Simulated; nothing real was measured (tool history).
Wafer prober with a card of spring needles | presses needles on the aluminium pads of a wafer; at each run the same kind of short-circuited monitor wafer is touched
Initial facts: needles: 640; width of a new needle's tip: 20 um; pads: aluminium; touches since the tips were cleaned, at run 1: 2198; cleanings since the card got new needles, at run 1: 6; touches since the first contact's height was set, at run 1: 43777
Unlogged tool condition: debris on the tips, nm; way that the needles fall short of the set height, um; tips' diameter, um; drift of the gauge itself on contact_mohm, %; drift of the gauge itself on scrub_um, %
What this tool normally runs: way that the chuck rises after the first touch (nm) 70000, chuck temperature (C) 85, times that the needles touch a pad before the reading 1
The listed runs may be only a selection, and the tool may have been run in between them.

run   hour  way that the chuck rises after the first touch (nm)  chuck temperature (C)  times that the needles touch a pad before the reading  touches since the tips were cleaned  cleanings since the card got new needles  touches since the first contact's height was set  resistance of one needle with its contact and lead (mohm)  way that a needle slides on the pad (nm)
  1    0.0                                                70000                     85                                                      1                                 2198                                         6                                             43777                                                        217                                     10530
  2   12.5                                                70000                     85                                                      1                                 5286                                         6                                             46865                                                        215                                     10520
      19.1  -- tips cleaned on abrasive film
  3   23.5                                                70000                     85                                                      1                                 1077                                         7                                             49539                                                        218                                     10490
  4   35.5                                                70000                     85                                                      1                                 4042                                         7                                             52504                                                        216                                     10470
      46.7  -- tips cleaned on abrasive film
  5   51.9                                                70000                     85                                                      1                                 1282                                         8                                             56528                                                        220                                     10480
  6   66.4                                                70000                     64                                                      1                                 4860                                         8                                             60106                                                        212                                     10480
      73.7  -- tips cleaned on abrasive film
  7   76.2                                                70000                     64                                                      1                                  628                                         9                                             62509                                                        208                                     10430
  8   90.8                                                70000                     64                                                      1                                 4221                                         9                                             66102                                                        208                                     10400
     101.8  -- tips cleaned on abrasive film
  9  105.0                                                70000                     64                                                      1                                  789                                        10                                             69569                                                        215                                     10390
 10  119.9                                                70000                     79                                                      1                                 4478                                        10                                             73258                                                        216                                     10380
     129.7  -- tips cleaned on abrasive film
 11  132.4                                                70000                     85                                                      1                                  646                                        11                                             76299                                                        218                                     10370
 12  139.2                                                70000                     85                                                      1                                 2345                                        11                                             77998                                                        217                                     10360
     150.0  -- gauge calibrated
 13  150.4                                                70000                     85                                                      1                                 5098                                        11                                             80751                                                        217                                     10540
     156.7  -- tips cleaned on abrasive film
 14  157.9                                                70000                     85                                                      1                                  313                                        12                                             82587                                                        218                                     10530
 15  165.2                                                70000                     85                                                      1                                 2104                                        12                                             84378                                                        218                                     10540
 16  180.1                                                70000                     85                                                      1                                 5767                                        12                                             88041                                                        217                                     10500
     183.7  -- tips cleaned on abrasive film
 17  187.6                                                70000                     85                                                      1                                  977                                        13                                             89886                                                        219                                     10500
 18  200.5                                                70000                     85                                                      2                                 4146                                        13                                             93055                                                        217                                     10470
 19  209.1                                                50000                     85                                                      2                                 6273                                        13                                             95182                                                        221                                      7440
     211.1  -- tips cleaned on abrasive film
 20  220.4                                                70000                     57                                                      3                                 2306                                        14                                             97948                                                        211                                     10460
 21  228.6                                                52000                    107                                                      1                                 4315                                        14                                             99957                                                        230                                      7760
 22  236.2                                                71000                    107                                                      1                                 6199                                        14                                            101841                                                        222                                     10560
     239.2  -- tips cleaned on abrasive film
 23  252.4                                                71000                    107                                                      1                                 3269                                        15                                            105815                                                        223                                     10570
 24  262.9                                                68000                     28                                                      2                                 5862                                        15                                            108408                                                        205                                     10100
     266.2  -- tips cleaned on abrasive film
 25  275.1                                                70000                     56                                                      3                                 2205                                        16                                            111398                                                        208                                     10380
 26  282.8                                                70000                     56                                                      3                                 4081                                        16                                            113274                                                        208                                     10360
     294.0  -- tips cleaned on abrasive film
 27  297.1                                                70000                     56                                                      3                                  757                                        17                                            116784                                                        211                                     10340
 28  311.4                                                70000                     56                                                      3                                 4293                                        17                                            120320                                                        210                                     10340
 29  318.7                                                51000                     61                                                      1                                 6088                                        17                                            122115                                                        216                                      7530
     321.0  -- tips cleaned on abrasive film
 30  329.3                                                68000                     26                                                      2                                 2055                                        18                                            124708                                                        200                                     10010
 31  338.4                                                51000                     85                                                      1                                 4295                                        18                                            126948                                                        222                                      7470
     348.2  -- tips cleaned on abrasive film
 32  348.4                                                87000                     34                                                      1                                   29                                        19                                            129380                                                        203                                     12750
 33  360.6                                                65000                     38                                                      1                                 3041                                        19                                            132392                                                        208                                      9540
 34  374.3                                                79000                     38                                                      2                                 6427                                        19                                            135778                                                        205                                     11560

Per-run results on a tool with no hidden state, each run keeping its own random variation:
run  way that a needle slides on the pad (nm)
  1                                     10530
  2                                     10540
  3                                     10520
  4                                     10520
  5                                     10540
  6                                     10570
  7                                     10530
  8                                     10520
  9                                     10520
 10                                     10530
 11                                     10540
 12                                     10540
 13                                     10540
 14                                     10540
 15                                     10560
 16                                     10540
 17                                     10550
 18                                     10530
 19                                      7490
 20                                     10550
 21                                      7840
 22                                     10670
 23                                     10700
 24                                     10250
 25                                     10540
 26                                     10530
 27                                     10530
 28                                     10540
 29                                      7690
 30                                     10230
 31                                      7650
 32                                     13070
 33                                      9790
 34                                     11890
resistance of one needle with its contact and lead (mohm): at most 1 away from the measurement, every run.
